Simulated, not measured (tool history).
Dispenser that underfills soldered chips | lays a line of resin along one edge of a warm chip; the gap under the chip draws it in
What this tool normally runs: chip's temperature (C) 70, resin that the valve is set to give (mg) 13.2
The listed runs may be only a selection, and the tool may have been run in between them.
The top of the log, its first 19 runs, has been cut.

run,hour,chip's temperature (C),resin that the valve is set to give (mg),time until the resin shows at the far edge (s),resin that the valve gave (mg)
# hour 190.3: new syringe of resin
20,193.9,66,16.0,62.7,15.80
# hour 200.1: new syringe of resin
21,204.4,81,14.5,37.4,14.23
# hour 209.6: new syringe of resin
22,215.2,81,14.5,40.9,14.25
# hour 219.2: new syringe of resin
23,224.5,80,12.1,43.8,11.75
# hour 228.7: new syringe of resin
24,231.9,80,12.1,37.7,11.79
# hour 238.2: new syringe of resin
25,245.1,57,11.8,118.1,11.41
# hour 247.5: new syringe of resin
# hour 254.2: dispensing valve cleaned and set on the balance
# hour 258.6: new syringe of resin
26,258.6,64,13.5,56.0,13.50
# hour 268.5: new syringe of resin
27,271.6,56,13.9,94.9,13.80
# hour 278.7: new syringe of resin
28,281.5,74,12.4,46.4,12.37
# hour 287.9: new syringe of resin
29,293.7,67,13.3,71.5,13.20
# hour 297.7: new syringe of resin
30,304.4,65,13.6,81.5,13.36
# hour 307.3: new syringe of resin
31,312.3,65,13.6,71.4,13.39
# hour 316.9: new syringe of resin
32,320.1,63,14.4,71.3,14.03
# hour 326.3: new syringe of resin
33,327.3,60,13.2,73.5,12.80
# hour 335.5: new syringe of resin
# hour 340.5: dispensing valve cleaned and set on the balance
34,340.7,62,16.5,79.3,16.48
# hour 346.7: new syringe of resin
35,347.8,76,11.3,40.0,11.26

Below are 3 alternative next runs, each starting from the tool's condition after run 35. Predict each:
# hour 356.1: new syringe of resin
A,358.1,61,12.2,?,?
# hour 356.1: new syringe of resin
B,358.1,84,11.9,?,?
# hour 356.1: new syringe of resin
C,358.1,78,13.6,?,?

run,time until the resin shows at the far edge (s),resin that the valve gave (mg)
A,74.7,12.05
B,31.1,11.72
C,37.2,13.50
Take away the tool's hidden state, keep each run's random variation, and the runs would have read:
run,time until the resin shows at the far edge (s),resin that the valve gave (mg)
A,62.5,12.12
B,26.3,11.79
C,31.3,13.58
